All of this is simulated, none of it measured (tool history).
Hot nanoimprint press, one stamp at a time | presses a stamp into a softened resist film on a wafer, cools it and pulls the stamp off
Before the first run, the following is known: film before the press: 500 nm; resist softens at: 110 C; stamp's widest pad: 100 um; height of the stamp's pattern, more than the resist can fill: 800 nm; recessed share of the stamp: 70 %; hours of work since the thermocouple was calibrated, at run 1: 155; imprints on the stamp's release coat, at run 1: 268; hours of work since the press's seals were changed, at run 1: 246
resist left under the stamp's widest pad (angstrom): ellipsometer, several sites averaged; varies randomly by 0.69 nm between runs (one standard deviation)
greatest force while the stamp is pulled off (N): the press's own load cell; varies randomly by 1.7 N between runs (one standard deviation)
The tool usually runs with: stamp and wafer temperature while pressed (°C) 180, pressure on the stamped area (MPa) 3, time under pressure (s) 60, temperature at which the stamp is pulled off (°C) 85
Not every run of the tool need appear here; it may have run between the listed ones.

run,hour,stamp and wafer temperature while pressed (°C),pressure on the stamped area (MPa),time under pressure (s),temperature at which the stamp is pulled off (°C),hours of work since the thermocouple was calibrated,imprints on the stamp's release coat,hours of work since the press's seals were changed,resist left under the stamp's widest pad (angstrom),greatest force while the stamp is pulled off (N)
1,0,180,3,60,85,155,268,246,2163,212
2,20.2,180,3,60,85,165,324,256,2166,211
3,35.7,180,3,60,85,173,368,264,2178,213
4,57.9,180,2.76,60,85,184,430,275,2244,211
5,78.3,180,2.76,60,85,194,488,285,2264,208
6,88.1,180,3,60,85,199,515,289,2176,211
7,99.1,180,3,60,85,204,546,295,2190,208
8,122,180,3,60,85,215,610,306,2178,211
9,144.3,180,3,60,85,226,673,317,2177,210
10,163.4,180,3,60,85,236,727,326,2183,215
11,178.5,180,2.72,60,85,243,769,334,2284,212
# hour 190.7: stamp cleaned and given a new release coat
12,199.3,180,3.14,60,85,250,24,341,2145,213
13,211.8,191,3.14,57,92,257,59,347,1214,177
14,229.6,191,3.14,57,92,265,109,356,1221,179
15,244,191,3.14,57,92,272,150,363,1227,178
16,255.5,180,3,60,78,278,182,369,2200,243
17,264.9,174,3.87,60,86,283,209,373,2704,208
18,278.6,182,2.09,70,84,289,247,380,2188,215

Consider 3 possible next runs. They are alternatives, not a sequence: every one starts from the tool as it was left by run 18. What does each give?
A,299.6,182,1.85,70,72,300,306,390,?,?
B,299.6,189,2.09,60,85,300,306,390,?,?
C,299.6,176,3,35,85,300,306,390,?,?

run,resist left under the stamp's widest pad (angstrom),greatest force while the stamp is pulled off (N)
A,2320,270
B,1636,211
C,3218,211
The same runs, with their run-to-run variation unchanged, on a tool lacking any hidden condition would have given:
run,resist left under the stamp's widest pad (angstrom),greatest force while the stamp is pulled off (N)
A,2274,270
B,1603,210
C,3155,211
